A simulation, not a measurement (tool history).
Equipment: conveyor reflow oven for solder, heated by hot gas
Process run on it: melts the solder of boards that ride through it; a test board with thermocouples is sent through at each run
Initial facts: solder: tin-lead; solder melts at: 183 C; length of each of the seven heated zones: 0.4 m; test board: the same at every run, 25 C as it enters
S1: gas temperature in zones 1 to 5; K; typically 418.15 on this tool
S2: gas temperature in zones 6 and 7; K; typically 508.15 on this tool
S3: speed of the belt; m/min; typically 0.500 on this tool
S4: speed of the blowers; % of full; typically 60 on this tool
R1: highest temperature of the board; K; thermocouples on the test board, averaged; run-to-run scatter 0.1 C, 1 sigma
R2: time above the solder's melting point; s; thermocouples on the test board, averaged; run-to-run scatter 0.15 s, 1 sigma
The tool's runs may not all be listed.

run	day	S1	S2	S3	S4	R1	R2
1	0.000	418.15	508.15	0.500	60	492.05	76.2
2	0.292	418.15	508.15	0.500	60	491.95	76.4
3	0.750	418.15	501.15	0.500	60	486.15	70.6
4	1.092	418.15	508.15	0.500	60	491.85	76.3
5	1.442	418.15	508.15	0.500	60	491.85	76.8
6	1.808	418.15	508.15	0.500	60	491.95	76.4
7	2.408	426.15	508.15	0.500	60	493.45	82.2
8	3.104	418.15	508.15	0.500	70	493.85	78.3
9	3.725	420.15	508.15	0.440	73	498.35	94.8
10	4.229	419.15	510.15	0.503	56	492.65	76.6
11	4.679	419.15	510.15	0.503	56	492.75	76.6
12	5.225	432.15	510.15	0.444	56	498.95	101.3

Alternative continuations, all from the tool just after run 12; predict every row:
A	5.900	418.15	508.15	0.500	60	?	?
B	5.900	415.15	508.15	0.530	84	?	?
C	5.900	429.15	508.15	0.584	62	?	?
D	5.900	432.15	510.15	0.415	56	?	?

run	R1	R2
A	491.75	76.1
B	493.55	72.3
C	489.35	67.5
D	500.65	110.2
Stripped of hidden state, with their random variation kept, the same runs would have yielded:
run	R1	R2
A	491.25	75.6
B	493.25	72.0
C	489.15	67.3
D	499.55	108.8
